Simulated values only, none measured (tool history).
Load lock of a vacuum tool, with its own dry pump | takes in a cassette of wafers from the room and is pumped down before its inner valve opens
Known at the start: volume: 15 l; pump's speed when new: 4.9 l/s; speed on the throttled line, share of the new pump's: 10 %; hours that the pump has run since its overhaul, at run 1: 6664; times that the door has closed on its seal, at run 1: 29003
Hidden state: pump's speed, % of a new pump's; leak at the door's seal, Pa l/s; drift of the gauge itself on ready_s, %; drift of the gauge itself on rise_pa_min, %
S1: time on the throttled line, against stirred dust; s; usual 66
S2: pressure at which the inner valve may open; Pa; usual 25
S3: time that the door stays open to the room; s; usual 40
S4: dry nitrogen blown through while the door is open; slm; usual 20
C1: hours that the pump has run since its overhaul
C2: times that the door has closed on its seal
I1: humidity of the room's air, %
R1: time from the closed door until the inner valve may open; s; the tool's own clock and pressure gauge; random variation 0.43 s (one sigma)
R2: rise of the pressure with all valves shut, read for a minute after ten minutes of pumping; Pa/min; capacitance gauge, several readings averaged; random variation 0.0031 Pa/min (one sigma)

run,hour,S1,S2,S3,S4,C1,C2,I1,R1,R2
1,0,66,25,40,20,6664,29003,43.8,87.5,0.191
2,95.6,66,25,40,20,6760,29434,46.3,86.9,0.188
3,235,66,25,40,20,6899,30063,42.2,87.2,0.188
4,409.3,66,25,40,10,7074,30849,46.4,86.9,0.214
5,572.9,66,25,40,10,7237,31587,45.8,87.5,0.22
6,689.6,66,25,48,20,7354,32113,44.8,87,0.212
7,781.2,66,25,40,20,7446,32526,45.7,86.8,0.212
8,881.7,66,25,40,22,7546,32980,45.9,87.4,0.214
9,1030.3,66,25,40,22,7695,33650,44.4,87.3,0.212
10,1187.5,66,25,40,22,7852,34359,45.9,87.2,0.223
11,1323,66,25,40,22,7988,34970,44.3,87.5,0.219
12,1461.7,66,25,40,22,8126,35595,46.7,87.3,0.237
13,1573.1,66,25,40,22,8238,36098,47.7,86.7,0.236
14,1655.9,84,46,40,9,8320,36472,44.8,101.7,0.25
15,1752.1,84,23,34,9,8417,36905,47.7,104.6,0.261
16,1859.6,100,29,70,4,8524,37390,43.7,117.7,0.284
17,1954.3,36,46,70,9,8619,37817,43.3,58.7,0.276
18,2092.4,36,46,70,9,8757,38440,41.4,58.3,0.276

The next listed run, before its measurement:
19,2175.6,45,18,40,32,8840,38815,44.1,?,?

{"run 19": {"R1": 70.1, "R2": 0.243}}
Without the tool's hidden state the same run would have given R1 67.6 s, R2 0.056 Pa/min.

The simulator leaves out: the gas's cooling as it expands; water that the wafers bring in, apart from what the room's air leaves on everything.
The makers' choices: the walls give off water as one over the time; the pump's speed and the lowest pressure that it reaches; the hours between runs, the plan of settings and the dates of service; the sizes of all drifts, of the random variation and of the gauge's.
